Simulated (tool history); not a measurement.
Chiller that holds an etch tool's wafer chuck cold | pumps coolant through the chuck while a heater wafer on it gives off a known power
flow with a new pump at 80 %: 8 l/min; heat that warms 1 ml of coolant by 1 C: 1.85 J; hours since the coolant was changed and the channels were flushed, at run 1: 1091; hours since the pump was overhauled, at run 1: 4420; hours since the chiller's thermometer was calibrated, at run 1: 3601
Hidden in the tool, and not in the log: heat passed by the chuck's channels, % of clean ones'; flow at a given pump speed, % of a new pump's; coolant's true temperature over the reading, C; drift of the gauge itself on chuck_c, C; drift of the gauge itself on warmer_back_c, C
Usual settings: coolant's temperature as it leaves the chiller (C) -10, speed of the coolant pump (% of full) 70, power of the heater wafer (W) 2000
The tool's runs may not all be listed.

run     day  coolant's temperature as it leaves the chiller (C)  speed of the coolant pump (% of full)  power of the heater wafer (W)  hours since the coolant was changed and the channels were flushed  hours since the pump was overhauled  hours since the chiller's thermometer was calibrated  chuck's temperature once it has settled (C)  how much warmer the coolant comes back (C)
  1   0.000                                                 -10                                     70                           2000                                                               1091                                 4420                                                  3601                                          8.9                                        9.47
  2   3.529                                                 -10                                     70                           2000                                                               1176                                 4505                                                  3686                                          9.0                                        9.50
  3   5.975                                                 -10                                     70                           2000                                                               1235                                 4564                                                  3745                                          8.8                                        9.49
      7.825  -- coolant pump overhauled
  4   8.496                                                 -10                                     70                           1570                                                               1290                                   16                                                  3800                                          4.7                                        7.49
  5  13.275                                                 -10                                     90                           1570                                                               1405                                  131                                                  3915                                          2.4                                        5.58
  6  15.800                                                 -10                                     90                           1570                                                               1465                                  191                                                  3975                                          2.4                                        5.64
  7  19.762                                                 -10                                     70                           2447                                                               1561                                  287                                                  4070                                         12.9                                       11.66
  8  24.504                                                 -10                                     70                           2447                                                               1674                                  400                                                  4184                                         12.9                                       11.71
  9  29.208                                                 -10                                     70                           2000                                                               1787                                  513                                                  4297                                          8.8                                        9.60
 10  32.588                                                 -10                                     70                           2000                                                               1868                                  594                                                  4378                                          8.9                                        9.51
 11  35.762                                                 -18                                     74                           1256                                                               1944                                  670                                                  4454                                         -6.6                                        5.73
 12  38.604                                                  -8                                     69                           1256                                                               2013                                  739                                                  4523                                          4.0                                        6.16
 13  41.096                                                 -12                                     86                           2000                                                               2072                                  798                                                  4582                                          4.2                                        7.58
 14  44.471                                                 -12                                     86                           2000                                                               2153                                  879                                                  4663                                          4.2                                        7.58
 15  49.725                                                 -10                                     98                           2000                                                               2280                                 1006                                                  4790                                          4.9                                        6.61
 16  52.992                                                 -19                                     70                           1192                                                               2358                                 1084                                                  4868                                         -7.9                                        5.78
 17  57.012                                                 -17                                     70                           1220                                                               2454                                 1180                                                  4964                                         -5.5                                        5.99
 18  60.096                                                 -10                                     66                           2000                                                               2528                                 1254                                                  5038                                          9.4                                       10.34
 19  63.083                                                  -4                                     81                           1702                                                               2600                                 1326                                                  5110                                         10.4                                        7.02

4 ways to go on from here, each from the tool as it stands after run 19. What would each give?
  A  68.208                                                  -9                                    100                           2000                                                               2723                                 1449                                                  5233                                            ?                                           ?
  B  68.208                                                  -5                                     64                           1833                                                               2723                                 1449                                                  5233                                            ?                                           ?
  C  68.208                                                  -6                                     61                           1694                                                               2723                                 1449                                                  5233                                            ?                                           ?
  D  68.208                                                  -4                                     81                           2397                                                               2723                                 1449                                                  5233                                            ?                                           ?

run  chuck's temperature once it has settled (C)  how much warmer the coolant comes back (C)
  A                                          5.7                                        6.44
  B                                         13.3                                        9.82
  C                                         11.5                                        9.56
  D                                         16.4                                        9.81
Without the tool's hidden state the same runs would have given:
run  chuck's temperature once it has settled (C)  how much warmer the coolant comes back (C)
  A                                          5.7                                        6.25
  B                                         13.2                                        9.62
  C                                         11.4                                        9.37
  D                                         16.4                                        9.62

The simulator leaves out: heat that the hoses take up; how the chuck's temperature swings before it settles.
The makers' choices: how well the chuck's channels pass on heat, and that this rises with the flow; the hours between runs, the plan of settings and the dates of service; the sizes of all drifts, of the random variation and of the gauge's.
